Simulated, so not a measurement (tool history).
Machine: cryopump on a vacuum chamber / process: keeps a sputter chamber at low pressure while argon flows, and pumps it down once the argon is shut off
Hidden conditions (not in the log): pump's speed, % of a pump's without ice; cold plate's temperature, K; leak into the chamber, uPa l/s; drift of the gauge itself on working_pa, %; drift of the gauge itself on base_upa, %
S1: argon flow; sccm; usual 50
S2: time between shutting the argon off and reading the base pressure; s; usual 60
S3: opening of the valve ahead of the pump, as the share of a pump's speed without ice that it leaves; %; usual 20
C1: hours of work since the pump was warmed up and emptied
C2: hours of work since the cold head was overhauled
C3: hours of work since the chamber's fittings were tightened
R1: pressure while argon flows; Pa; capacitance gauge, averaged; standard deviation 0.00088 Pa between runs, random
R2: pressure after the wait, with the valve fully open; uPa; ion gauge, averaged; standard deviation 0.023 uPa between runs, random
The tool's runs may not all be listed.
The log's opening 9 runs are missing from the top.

run,hour,S1,S2,S3,C1,C2,C3,R1,R2
10,531.5,35,60,20,595,1546,3028,0.13,2.11
11,595.7,50,60,20,635,1587,3068,0.1857,2.21
12,662.3,50,60,20,677,1628,3110,0.1868,2.14
13,746.3,50,60,20,730,1681,3163,0.1868,2.23
14,796.1,50,60,20,761,1712,3194,0.1861,2.19
15,862.6,50,60,20,803,1754,3236,0.1871,2.31
16,905.4,50,60,20,830,1781,3263,0.1884,2.26
17,971.7,50,60,20,871,1822,3304,0.1893,2.35
# hour 1023.5: pump warmed up, emptied and cooled again
18,1049.1,50,60,20,16,1868,3350,0.1811,2.14

Run 19 has not been measured yet. What should we expect?
19,1124.3,20,60,16,63,1915,3397,?,?

Logged for run 19: R1 0.0919 Pa, R2 2.1 uPa.
Without the tool's hidden state the same run would have given R1 0.0914 Pa, R2 0.75 uPa.

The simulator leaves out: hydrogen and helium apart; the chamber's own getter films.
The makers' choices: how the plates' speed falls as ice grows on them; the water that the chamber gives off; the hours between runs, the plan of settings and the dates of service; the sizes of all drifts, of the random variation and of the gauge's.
